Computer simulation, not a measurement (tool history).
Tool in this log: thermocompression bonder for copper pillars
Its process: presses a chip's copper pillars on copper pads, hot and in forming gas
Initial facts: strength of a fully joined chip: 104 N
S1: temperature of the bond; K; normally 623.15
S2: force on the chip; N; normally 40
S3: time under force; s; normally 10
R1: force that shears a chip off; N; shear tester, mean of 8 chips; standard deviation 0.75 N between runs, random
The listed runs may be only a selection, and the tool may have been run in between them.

run 1 hour=0 | S1=623.15 S2=40 S3=10 | R1=46.8
run 2 hour=16.6 | S1=652.15 S2=40 S3=10 | R1=61.7
run 3 hour=34.6 | S1=623.15 S2=46 S3=10 | R1=52.8
run 4 hour=49.3 | S1=623.15 S2=46 S3=10 | R1=53.6
run 5 hour=63.9 | S1=623.15 S2=46 S3=10 | R1=53.1
run 6 hour=71.9 | S1=623.15 S2=40 S3=10 | R1=46.4
run 7 hour=80.4 | S1=599.15 S2=40 S3=10 | R1=36.2
run 8 hour=94.2 | S1=599.15 S2=40 S3=10 | R1=35.8
-- hour=104.8 forming gas filter changed
run 9 hour=106.9 | S1=647.15 S2=26 S3=10 | R1=44.3
run 10 hour=119.2 | S1=621.15 S2=25 S3=5 | R1=23.8
run 11 hour=129.8 | S1=621.15 S2=25 S3=5 | R1=24.1

4 ways to go on from here, each from the tool as it stands after run 11. What would each give?
run A hour=137.6 | S1=611.15 S2=25 S3=13 | R1=?
run B hour=137.6 | S1=613.15 S2=50 S3=16 | R1=?
run C hour=137.6 | S1=623.15 S2=30 S3=10 | R1=?
run D hour=137.6 | S1=646.15 S2=33 S3=7 | R1=?

run=A R1=31.6
run=B R1=67.7
run=C R1=39.2
run=D R1=48.8
Stripped of hidden state, with their random variation kept, the same runs would have yielded:
run=A R1=34.4
run=B R1=71.9
run=C R1=42.3
run=D R1=52.3
